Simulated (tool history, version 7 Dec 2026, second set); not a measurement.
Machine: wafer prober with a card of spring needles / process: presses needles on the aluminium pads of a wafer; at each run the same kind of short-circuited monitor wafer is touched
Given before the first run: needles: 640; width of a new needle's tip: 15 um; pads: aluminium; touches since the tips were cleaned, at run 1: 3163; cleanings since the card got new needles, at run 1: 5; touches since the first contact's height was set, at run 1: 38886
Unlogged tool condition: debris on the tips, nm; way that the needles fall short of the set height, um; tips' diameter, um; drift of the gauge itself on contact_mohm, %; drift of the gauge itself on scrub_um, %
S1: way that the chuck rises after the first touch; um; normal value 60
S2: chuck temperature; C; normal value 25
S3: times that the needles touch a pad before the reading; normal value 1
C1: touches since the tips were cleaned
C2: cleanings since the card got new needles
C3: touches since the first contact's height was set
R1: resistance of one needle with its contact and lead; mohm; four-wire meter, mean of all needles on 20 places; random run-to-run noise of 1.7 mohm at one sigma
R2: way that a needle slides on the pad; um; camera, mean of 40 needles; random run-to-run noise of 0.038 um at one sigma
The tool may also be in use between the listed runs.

Run 1, hour 0: usual settings; C1 3163; C2 5; C3 38886. Result: R1 175 mohm, R2 15.52 um.
At hour 21.1: tips cleaned on abrasive film.
Run 2, hour 42.4: usual settings; C1 3344; C2 6; C3 45525. Result: R1 175 mohm, R2 15.57 um.
At hour 59.3: tips cleaned on abrasive film.
Run 3, hour 95.5: usual settings; C1 5671; C2 7; C3 53845. Result: R1 176 mohm, R2 15.51 um.
At hour 99.2: tips cleaned on abrasive film.
Run 4, hour 129.6: usual settings; C1 4777; C2 8; C3 59190. Result: R1 174 mohm, R2 15.51 um.
At hour 139.1: tips cleaned on abrasive film.
At hour 181.3: tips cleaned on abrasive film.
Run 5, hour 182.2: usual settings; C1 131; C2 10; C3 67417. Result: R1 173 mohm, R2 15.62 um.
Run 6, hour 208.4: usual settings; C1 4254; C2 10; C3 71540. Result: R1 176 mohm, R2 15.56 um.
At hour 220.5: tips cleaned on abrasive film.
Run 7, hour 257.8: usual settings; C1 5856; C2 11; C3 79274. Result: R1 177 mohm, R2 15.56 um.
At hour 261.1: tips cleaned on abrasive film.
At hour 299.2: tips cleaned on abrasive film.
Run 8, hour 300.1: usual settings; C1 145; C2 13; C3 85894. Result: R1 175 mohm, R2 15.56 um.
At hour 339.5: tips cleaned on abrasive film.
Run 9, hour 345.9: usual settings but S3 2; C1 999; C2 14; C3 93059. Result: R1 173 mohm, R2 15.48 um.
At hour 378.1: tips cleaned on abrasive film.
Run 10, hour 378.1: usual settings but S3 2; C1 0; C2 15; C3 98099. Result: R1 177 mohm, R2 15.49 um.
At hour 418.2: tips cleaned on abrasive film.
Run 11, hour 428.5: usual settings but S3 2; C1 1610; C2 16; C3 106000. Result: R1 175 mohm, R2 15.55 um.
At hour 459.3: tips cleaned on abrasive film.
Run 12, hour 464.7: usual settings but S1 56 um; C1 849; C2 17; C3 111669. Result: R1 175 mohm, R2 14.52 um.
At hour 499: tips cleaned on abrasive film.
Run 13, hour 499: usual settings but S1 56 um, S3 2; C1 0; C2 18; C3 117042. Result: R1 174 mohm, R2 14.49 um.
At hour 540.7: tips cleaned on abrasive film.
Run 14, hour 545.2: usual settings; C1 709; C2 19; C3 124284. Result: R1 174 mohm, R2 15.59 um.
At hour 580.4: tips cleaned on abrasive film.
Run 15, hour 591.7: usual settings; C1 1780; C2 20; C3 131574. Result: R1 177 mohm, R2 15.51 um.
At hour 618.7: tips cleaned on abrasive film.
Run 16, hour 641.2: usual settings but S1 57 um, S2 99 C; C1 3533; C2 21; C3 139322. Result: R1 192 mohm, R2 14.71 um.
At hour 658: tips cleaned on abrasive film.
Run 17, hour 679.6: usual settings but S1 52 um, S2 65 C, S3 2; C1 3407; C2 22; C3 145352. Result: R1 182 mohm, R2 13.42 um.
At hour 697.6: tips cleaned on abrasive film.
Run 18, hour 714: usual settings but S2 59 C; C1 2580; C2 23; C3 150737. Result: R1 178 mohm, R2 15.5 um.
At hour 737.2: tips cleaned on abrasive film.
Run 19, hour 740.7: usual settings but S1 58 um, S2 45 C, S3 2; C1 556; C2 24; C3 154913. Result: R1 177 mohm, R2 14.98 um.
At hour 775.8: tips cleaned on abrasive film.
Run 20, hour 788.3: usual settings but S1 43 um, S2 45 C, S3 2; C1 1964; C2 25; C3 162363. Result: R1 185 mohm, R2 11.12 um.
At hour 815.5: tips cleaned on abrasive film.
Run 21, hour 826.7: usual settings but S1 43 um, S2 45 C, S3 2; C1 1755; C2 26; C3 168374. Result: R1 185 mohm, R2 11.11 um.
At hour 856.1: tips cleaned on abrasive film.
Run 22, hour 878.9: usual settings but S3 2; C1 3592; C2 27; C3 176568. Result: R1 176 mohm, R2 15.56 um.
At hour 897.6: tips cleaned on abrasive film.
Run 23, hour 929.8: usual settings but S3 2; C1 5067; C2 28; C3 184548. Result: R1 172 mohm, R2 15.5 um.
At hour 935.8: tips cleaned on abrasive film.
Run 24, hour 968.6: usual settings but S1 71 um, S2 102 C, S3 2; C1 5147; C2 29; C3 190619. Result: R1 184 mohm, R2 18.33 um.
At hour 976.6: tips cleaned on abrasive film.
Run 25, hour 999.1: usual settings but S1 61 um; C1 3541; C2 30; C3 195400. Result: R1 174 mohm, R2 15.78 um.
At hour 1015.5: tips cleaned on abrasive film.
Run 26, hour 1036.2: usual settings but S1 61 um; C1 3255; C2 31; C3 201207. Result: R1 172 mohm, R2 15.76 um.
At hour 1056.9: tips cleaned on abrasive film.
Run 27, hour 1059.8: usual settings but S1 79 um, S2 27 C; C1 454; C2 32; C3 204898. Result: R1 166 mohm, R2 20.46 um.
At hour 1091: height of the first contact set anew.
At hour 1099.1: tips cleaned on abrasive film.
Run 28, hour 1114.5: usual settings but S1 42 um, S2 34 C, S3 2; C1 2424; C2 33; C3 3666. Result: R1 180 mohm, R2 10.89 um.
At hour 1137.9: tips cleaned on abrasive film.
Run 29, hour 1164.6: usual settings but S1 63 um, S2 37 C; C1 4193; C2 34; C3 11516. Result: R1 177 mohm, R2 16.27 um.
At hour 1180: tips cleaned on abrasive film.
Run 30, hour 1188.8: usual settings but S1 48 um, S2 108 C; C1 1374; C2 35; C3 15297. Result: R1 192 mohm, R2 12.45 um.

Predict each of these 4 candidate next runs independently; none follows another, all start after run 30:
Run A, hour 1213.2: usual settings but S1 69 um, S2 68 C; C1 5218; C2 35; C3 19141. Result: R1 ?, R2 ?.
Run B, hour 1213.2: usual settings but S1 80 um, S2 74 C, S3 2; C1 5218; C2 35; C3 19141. Result: R1 ?, R2 ?.
Run C, hour 1213.2: usual settings but S1 63 um, S2 27 C; C1 5218; C2 35; C3 19141. Result: R1 ?, R2 ?.
Run D, hour 1213.2: usual settings but S1 69 um; C1 5218; C2 35; C3 19141. Result: R1 ?, R2 ?.

run   R1     R2
  A  182  17.87
  B  178  20.73
  C  173  16.24
  D  174  17.77
Without the tool's hidden state the same runs would have given:
run   R1     R2
  A  182  17.87
  B  178  20.73
  C  173  16.24
  D  174  17.77
